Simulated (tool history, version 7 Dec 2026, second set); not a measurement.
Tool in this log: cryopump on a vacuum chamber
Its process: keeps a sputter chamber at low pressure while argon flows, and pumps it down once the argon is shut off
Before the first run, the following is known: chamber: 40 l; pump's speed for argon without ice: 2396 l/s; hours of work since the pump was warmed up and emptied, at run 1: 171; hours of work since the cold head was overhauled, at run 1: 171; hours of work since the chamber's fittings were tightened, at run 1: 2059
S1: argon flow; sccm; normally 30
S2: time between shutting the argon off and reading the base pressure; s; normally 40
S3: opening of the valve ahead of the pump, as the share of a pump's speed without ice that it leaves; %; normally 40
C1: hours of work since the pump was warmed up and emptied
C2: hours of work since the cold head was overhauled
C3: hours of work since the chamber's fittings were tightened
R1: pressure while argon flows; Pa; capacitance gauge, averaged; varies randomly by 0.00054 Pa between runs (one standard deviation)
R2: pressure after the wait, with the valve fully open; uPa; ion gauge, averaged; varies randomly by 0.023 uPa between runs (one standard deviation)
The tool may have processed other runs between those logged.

run,day,S1,S2,S3,C1,C2,C3,R1,R2
1,0,30,40,40,171,171,2059,0.0554,1.55
2,0.633,30,40,40,179,179,2067,0.0553,1.55
3,1.183,53,40,40,186,186,2073,0.0991,1.53
4,2.029,30,40,40,196,196,2084,0.0557,1.58
5,2.7,30,40,40,204,204,2092,0.0557,1.57
6,3.458,30,40,40,213,213,2100,0.057,1.55
7,4,30,40,16,219,219,2107,0.1351,1.61
8,4.883,30,40,16,230,230,2117,0.1355,1.66
9,5.717,30,40,22,239,239,2127,0.0993,1.66
10,6.204,30,40,22,245,245,2133,0.0994,1.63
11,6.888,30,40,22,253,253,2141,0.1006,1.62
12,7.8,30,40,32,264,264,2152,0.0704,1.66
13,8.646,30,40,32,274,274,2162,0.0695,1.64
14,9.5,30,40,32,285,285,2172,0.07,1.66
# day 10.367: leaking fittings of the chamber tightened, without venting
15,10.367,30,40,32,294,294,0,0.0708,0.83
16,10.958,30,35,40,301,301,7,0.057,0.9
17,11.475,56,194,31,307,307,13,0.1366,0.27
18,11.95,56,194,31,313,313,19,0.1352,0.3
# day 12.467: pump warmed up, emptied and cooled again
19,12.729,56,194,31,3,319,26,0.1277,0.29
20,13.246,33,68,16,9,326,32,0.1462,0.51
21,14.038,33,68,16,19,335,41,0.1459,0.53
22,14.625,30,66,40,26,342,48,0.0534,0.56
23,15.138,13,29,40,32,348,54,0.0232,1.04
24,15.85,30,40,46,40,357,63,0.0463,0.78
25,16.921,30,40,46,53,369,76,0.0483,0.81
26,17.396,30,40,46,59,375,81,0.0468,0.84
27,18.529,22,41,45,72,389,95,0.0365,0.82
28,19.583,30,30,24,85,401,107,0.0887,1.07
29,20.5,30,30,24,96,412,118,0.09,1.05

A few steps of R1 between consecutive runs. Split each: what settings, incoming material and random variation would produce without the hidden state, and what is left over for the hidden state, along with gauge scatter present in only one of the two compared results (measured, and without hidden state):
What the log doesn't record here: pump's speed, % of a pump's without ice; cold plate's temperature, K; leak into the chamber, uPa l/s; drift of the gauge itself on working_pa, %; drift of the gauge itself on base_upa, %.
Run 16 -> 17: S1 30 -> 56, S2 35 -> 194, S3 40 -> 31. R1 +0.0796 Pa: hidden state +0.0043, all else +0.0753.
Run 18 -> 19: pump warmed up, emptied and cooled again. R1 -0.0075 Pa: hidden state -0.0087, all else +0.0012.
Run 21 -> 22: S1 33 -> 30, S2 68 -> 66, S3 16 -> 40. R1 -0.0925 Pa: hidden state +0, all else -0.0925.
